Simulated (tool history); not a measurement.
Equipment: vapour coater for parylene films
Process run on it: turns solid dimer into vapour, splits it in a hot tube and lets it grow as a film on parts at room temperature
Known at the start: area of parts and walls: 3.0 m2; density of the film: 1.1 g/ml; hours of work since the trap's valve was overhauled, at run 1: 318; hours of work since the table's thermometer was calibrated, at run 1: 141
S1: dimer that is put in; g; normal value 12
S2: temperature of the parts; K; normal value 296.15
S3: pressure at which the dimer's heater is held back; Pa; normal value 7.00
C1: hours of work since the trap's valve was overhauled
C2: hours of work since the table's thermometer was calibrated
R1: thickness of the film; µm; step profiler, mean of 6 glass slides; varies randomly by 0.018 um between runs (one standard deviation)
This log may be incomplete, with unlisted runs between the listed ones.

{"run": 1, "day": 0.0, "S1": 12, "S2": 296.15, "S3": 7.0, "C1": 318, "C2": 141, "R1": 2.46}
{"run": 2, "day": 1.025, "S1": 12, "S2": 296.15, "S3": 7.0, "C1": 330, "C2": 153, "R1": 2.42}
{"run": 3, "day": 3.321, "S1": 12, "S2": 296.15, "S3": 7.0, "C1": 356, "C2": 179, "R1": 2.44}
{"run": 4, "day": 5.088, "S1": 13, "S2": 296.15, "S3": 7.0, "C1": 377, "C2": 200, "R1": 2.57}
{"run": 5, "day": 6.692, "S1": 13, "S2": 296.15, "S3": 7.0, "C1": 395, "C2": 218, "R1": 2.63}
{"run": 6, "day": 8.892, "S1": 13, "S2": 296.15, "S3": 7.0, "C1": 421, "C2": 244, "R1": 2.58}
{"run": 7, "day": 10.767, "S1": 13, "S2": 296.15, "S3": 7.0, "C1": 442, "C2": 265, "R1": 2.59}
{"day": 11.542, "done": "trap's valve overhauled"}
{"run": 8, "day": 12.233, "S1": 12, "S2": 296.15, "S3": 7.0, "C1": 8, "C2": 280, "R1": 2.69}
{"run": 9, "day": 13.742, "S1": 12, "S2": 296.15, "S3": 7.0, "C1": 25, "C2": 298, "R1": 2.66}
{"run": 10, "day": 15.788, "S1": 12, "S2": 294.15, "S3": 7.0, "C1": 49, "C2": 321, "R1": 2.84}
{"run": 11, "day": 17.25, "S1": 12, "S2": 294.15, "S3": 7.0, "C1": 66, "C2": 338, "R1": 2.81}
{"run": 12, "day": 18.275, "S1": 18, "S2": 288.15, "S3": 11.09, "C1": 78, "C2": 350, "R1": 4.52}
{"run": 13, "day": 19.692, "S1": 19, "S2": 305.15, "S3": 3.36, "C1": 94, "C2": 366, "R1": 3.75}
{"run": 14, "day": 21.942, "S1": 16, "S2": 296.15, "S3": 3.1, "C1": 120, "C2": 392, "R1": 4.24}
{"run": 15, "day": 23.117, "S1": 16, "S2": 296.15, "S3": 3.1, "C1": 133, "C2": 406, "R1": 4.23}
{"run": 16, "day": 24.471, "S1": 12, "S2": 299.15, "S3": 6.34, "C1": 149, "C2": 421, "R1": 2.4}
{"run": 17, "day": 25.512, "S1": 8, "S2": 296.15, "S3": 5.17, "C1": 161, "C2": 433, "R1": 1.84}
{"run": 18, "day": 27.579, "S1": 13, "S2": 296.15, "S3": 5.17, "C1": 185, "C2": 457, "R1": 3.0}

Predict each of these 3 candidate next runs independently; none follows another, all start after run 18:
{"run": "A", "day": 29.433, "S1": 12, "S2": 298.15, "S3": 3.07, "C1": 206, "C2": 478, "R1": "?"}
{"run": "B", "day": 29.433, "S1": 10, "S2": 293.15, "S3": 2.05, "C1": 206, "C2": 478, "R1": "?"}
{"run": "C", "day": 29.433, "S1": 6, "S2": 300.15, "S3": 4.03, "C1": 206, "C2": 478, "R1": "?"}

run=A R1=2.88
run=B R1=2.81
run=C R1=1.31
Without the tool's unlogged condition, the same runs would have read:
run=A R1=3.00
run=B R1=2.97
run=C R1=1.36

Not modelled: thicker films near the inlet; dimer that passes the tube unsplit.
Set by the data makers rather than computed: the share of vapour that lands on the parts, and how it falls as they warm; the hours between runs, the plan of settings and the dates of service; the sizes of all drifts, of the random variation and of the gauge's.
